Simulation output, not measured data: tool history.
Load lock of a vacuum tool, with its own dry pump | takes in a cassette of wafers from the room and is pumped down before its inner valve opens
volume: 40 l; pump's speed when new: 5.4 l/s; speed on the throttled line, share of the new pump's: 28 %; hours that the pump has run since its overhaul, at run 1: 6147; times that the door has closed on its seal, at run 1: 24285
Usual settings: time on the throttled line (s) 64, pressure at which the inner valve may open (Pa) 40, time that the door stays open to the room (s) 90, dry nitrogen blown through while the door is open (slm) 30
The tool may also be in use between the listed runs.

run    hour  time on the throttled line (s)  pressure at which the inner valve may open (Pa)  time that the door stays open to the room (s)  dry nitrogen blown through while the door is open (slm)  hours that the pump has run since its overhaul  times that the door has closed on its seal  incoming humidity of the room's air, %  time from the closed door until the inner valve may open (s)  rise of the pressure with all valves shut (Pa/min)
  1     0.0                              64                                               40                                             90                                                       30                                            6147                                       24285                                    44.2                                                         104.7                                               0.022
  2   419.5                              64                                               40                                             90                                                       30                                            6566                                       26104                                    45.1                                                         105.1                                               0.023
  3   652.9                              64                                               40                                             90                                                       30                                            6800                                       27116                                    46.0                                                         104.8                                               0.025
  4   972.7                              64                                               40                                             90                                                       30                                            7119                                       28503                                    43.7                                                         104.1                                               0.025
  5  1325.5                              64                                               40                                             90                                                       30                                            7472                                       30032                                    44.7                                                         105.9                                               0.028
  6  1746.7                              64                                               40                                             90                                                       30                                            7893                                       31859                                    45.5                                                         103.9                                               0.024
  7  2100.9                              64                                               66                                             90                                                       30                                            8247                                       33394                                    45.8                                                          99.8                                               0.027
  8  2412.2                              45                                               40                                             35                                                       30                                            8559                                       34744                                    45.2                                                          92.4                                               0.014
  9  2798.2                              45                                               40                                             35                                                       30                                            8945                                       36417                                    41.8                                                          90.6                                               0.013
 10  3082.3                              46                                               40                                            236                                                        5                                            9229                                       37649                                    50.6                                                          91.6                                               0.086
 11  3304.6                              46                                               40                                            236                                                        5                                            9451                                       38613                                    42.2                                                          91.0                                               0.070
 12  3705.3                              46                                               40                                            236                                                        5                                            9852                                       40350                                    43.8                                                          91.7                                               0.080

The next listed run, before its measurement:
 13  4081.4                              46                                               40                                            236                                                        5                                           10228                                       41981                                    45.4                                                             ?                                                   ?

{"run 13": {"time from the closed door until the inner valve may open (s)": 91.4, "rise of the pressure with all valves shut (Pa/min)": 0.082}}
Without the tool's hidden state the same run would have given time from the closed door until the inner valve may open (s) 91.3, rise of the pressure with all valves shut (Pa/min) 0.081.
